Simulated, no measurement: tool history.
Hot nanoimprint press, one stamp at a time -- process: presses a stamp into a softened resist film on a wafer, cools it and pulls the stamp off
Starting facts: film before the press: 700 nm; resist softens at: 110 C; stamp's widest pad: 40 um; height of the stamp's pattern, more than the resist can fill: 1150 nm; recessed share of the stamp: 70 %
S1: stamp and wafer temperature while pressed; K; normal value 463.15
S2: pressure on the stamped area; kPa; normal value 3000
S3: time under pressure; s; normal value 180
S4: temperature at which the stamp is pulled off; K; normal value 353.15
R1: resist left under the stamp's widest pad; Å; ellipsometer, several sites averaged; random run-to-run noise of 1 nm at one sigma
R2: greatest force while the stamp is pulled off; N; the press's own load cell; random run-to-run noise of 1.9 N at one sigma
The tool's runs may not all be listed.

run,hour,S1,S2,S3,S4,R1,R2
1,0.0,463.15,3000,180,353.15,2596,161
2,17.9,463.15,3000,180,353.15,2564,156
3,28.6,463.15,3000,180,353.15,2577,161
4,46.9,473.15,3000,180,353.15,1754,165
5,62.5,473.15,3000,180,353.15,1745,165
6,75.8,463.15,3000,180,353.15,2576,162
7,90.5,463.15,3000,180,353.15,2570,164
8,102.5,463.15,3000,180,347.15,2565,192
9,114.8,463.15,3000,180,347.15,2559,193
10,124.3,463.15,3000,180,347.15,2561,189
11,148.8,463.15,3000,180,347.15,2559,173
12,157.0,463.15,3000,101,347.15,3146,171
13,167.2,463.15,3000,101,347.15,3168,170
14,185.9,463.15,3000,101,347.15,3142,171
15,195.0,463.15,3000,101,347.15,3166,175
16,203.5,463.15,3000,268,347.15,2193,178
17,215.0,452.15,3000,222,353.15,3795,161
18,230.7,452.15,3000,222,353.15,3771,158
19,239.7,452.15,3000,158,352.15,4212,161
20,258.9,452.15,3000,158,352.15,4208,164
21,271.6,452.15,3000,158,352.15,4160,166
22,289.0,452.15,3000,158,352.15,4161,168
23,300.1,470.15,3000,162,352.15,2081,171
24,317.4,470.15,3000,112,352.15,2425,167
25,334.2,470.15,3000,112,352.15,2427,170
26,346.5,470.15,3000,112,352.15,2401,170
27,357.6,462.15,3000,112,353.15,3237,170
28,381.3,462.15,3000,112,353.15,3219,153
29,393.4,463.15,3230,153,344.15,2665,188
30,411.2,472.15,4020,180,347.15,1557,171

Taken out of this log: 3 entries between the listed runs. Where each belongs, and how the hidden state differs across it:
From run 10 to run 11: stamp cleaned and given a new release coat (hour 138.1)
  true temperature over the reading, C: 0.74 -> 0.79; pressure that arrives at the usual setting, %: 98.99 -> 98.96; grip of the stamp's worn release coat, % over a new coat's: 11.9 -> 0.6
  difference, measured minus the result without the unlogged condition, R1: -62 -> -66 Å; R2: +17 -> -1 N
From run 16 to run 17: plate thermocouple calibrated (hour 208.5)
  true temperature over the reading, C: 0.93 -> -0.05; pressure that arrives at the usual setting, %: 98.87 -> 98.85; grip of the stamp's worn release coat, % over a new coat's: 3.4 -> 3.9
  difference, measured minus the result without the unlogged condition, R1: -71 -> +27 Å; R2: +3 -> +6 N
From run 27 to run 28: stamp cleaned and given a new release coat (hour 377.1)
  true temperature over the reading, C: 0.31 -> 0.35; pressure that arrives at the usual setting, %: 98.61 -> 98.59; grip of the stamp's worn release coat, % over a new coat's: 11.6 -> 0.2
  difference, measured minus the result without the unlogged condition, R1: -15 -> -20 Å; R2: +17 -> -1 N
